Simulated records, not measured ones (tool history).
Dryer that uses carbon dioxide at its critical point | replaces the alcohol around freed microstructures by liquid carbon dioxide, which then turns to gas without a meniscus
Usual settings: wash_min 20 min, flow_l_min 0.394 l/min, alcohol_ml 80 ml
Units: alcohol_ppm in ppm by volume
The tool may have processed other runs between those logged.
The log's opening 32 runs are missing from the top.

run	day	wash_min	flow_l_min	alcohol_ml	hours of work since the filter was changed	hours of work since the purifier's bed was changed	alcohol_ppm
33	16.092	20	0.334	26	290	202	158
34	16.588	16	0.403	111	295	207	759
35	16.908	20	0.394	26	298	210	76
36	17.517	22	0.248	39	304	216	573
37	17.892	22	0.248	39	308	220	596
38	18.479	22	0.248	39	314	226	585
39	18.950	15	0.381	67	318	230	842
40	19.383	15	0.381	67	322	234	843
41	19.821	16	0.501	67	327	239	163
42	20.479	20	0.394	110	333	245	285
43	20.988	20	0.394	110	338	250	277
44	21.312	20	0.394	110	341	253	297
45	21.967	20	0.394	110	348	260	285
46	22.579	20	0.295	75	354	266	894
47	22.904	20	0.295	75	357	269	883

Here are 4 independent what-if runs from the current tool condition. What would each one return?
A	23.400	20	0.599	98	362	274	?
B	23.400	22	0.394	21	362	274	?
C	23.400	27	0.394	80	362	274	?
D	23.400	15	0.479	41	362	274	?

run	alcohol_ppm
A	26
B	55
C	38
D	211
What these runs would have given with no unlogged condition in the tool:
run	alcohol_ppm
A	7
B	24
C	8
D	93
